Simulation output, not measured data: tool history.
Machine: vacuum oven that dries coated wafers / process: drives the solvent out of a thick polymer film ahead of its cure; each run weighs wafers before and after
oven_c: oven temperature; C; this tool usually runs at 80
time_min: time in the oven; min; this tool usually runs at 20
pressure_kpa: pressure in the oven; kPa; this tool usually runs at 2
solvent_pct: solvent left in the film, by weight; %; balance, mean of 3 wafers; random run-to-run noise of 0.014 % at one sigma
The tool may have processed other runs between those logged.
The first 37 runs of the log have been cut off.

| run | hour | oven_c | time_min | pressure_kpa | hours of work since the thermocouples were calibrated | hours of work since the vacuum gauge was cleaned of residue | solvent_pct |
|---|---|---|---|---|---|---|---|
| 38 | 1712 | 77 | 20 | 1.43 | 714 | 1444 | 2.22 |
| 39 | 1774.5 | 77 | 10 | 1.43 | 757 | 1487 | 5.61 |
| 40 | 1803.8 | 84 | 20 | 2 | 777 | 1507 | 1.08 |
| 41 | 1845.8 | 84 | 20 | 2 | 805 | 1535 | 1.09 |
| 42 | 1893.2 | 77 | 12 | 7.26 | 838 | 1568 | 6.85 |
| 43 | 1955 | 72 | 30 | 2.2 | 880 | 1610 | 2.61 |
| 44 | 2019.4 | 72 | 30 | 2.2 | 924 | 1654 | 2.61 |
| 45 | 2084 | 72 | 30 | 2.2 | 968 | 1698 | 2.59 |
| 46 | 2116.1 | 79 | 20 | 1.18 | 990 | 1720 | 1.58 |

5 ways to go on from here, each from the tool as it stands after run 46. What would each give?
| A | 2169.4 | 79 | 21 | 2.19 | 1026 | 1756 | ? |
| B | 2169.4 | 86 | 18 | 7.22 | 1026 | 1756 | ? |
| C | 2169.4 | 75 | 17 | 2 | 1026 | 1756 | ? |
| D | 2169.4 | 75 | 19 | 5.22 | 1026 | 1756 | ? |
| E | 2169.4 | 80 | 12 | 1.23 | 1026 | 1756 | ? |

| run | solvent_pct |
|---|---|
| A | 1.87 |
| B | 2.74 |
| C | 3.79 |
| D | 4.77 |
| E | 3.3 |
What these runs would have given with no unlogged condition in the tool:
| run | solvent_pct |
|---|---|
| A | 1.87 |
| B | 2.75 |
| C | 3.8 |
| D | 4.78 |
| E | 3.31 |

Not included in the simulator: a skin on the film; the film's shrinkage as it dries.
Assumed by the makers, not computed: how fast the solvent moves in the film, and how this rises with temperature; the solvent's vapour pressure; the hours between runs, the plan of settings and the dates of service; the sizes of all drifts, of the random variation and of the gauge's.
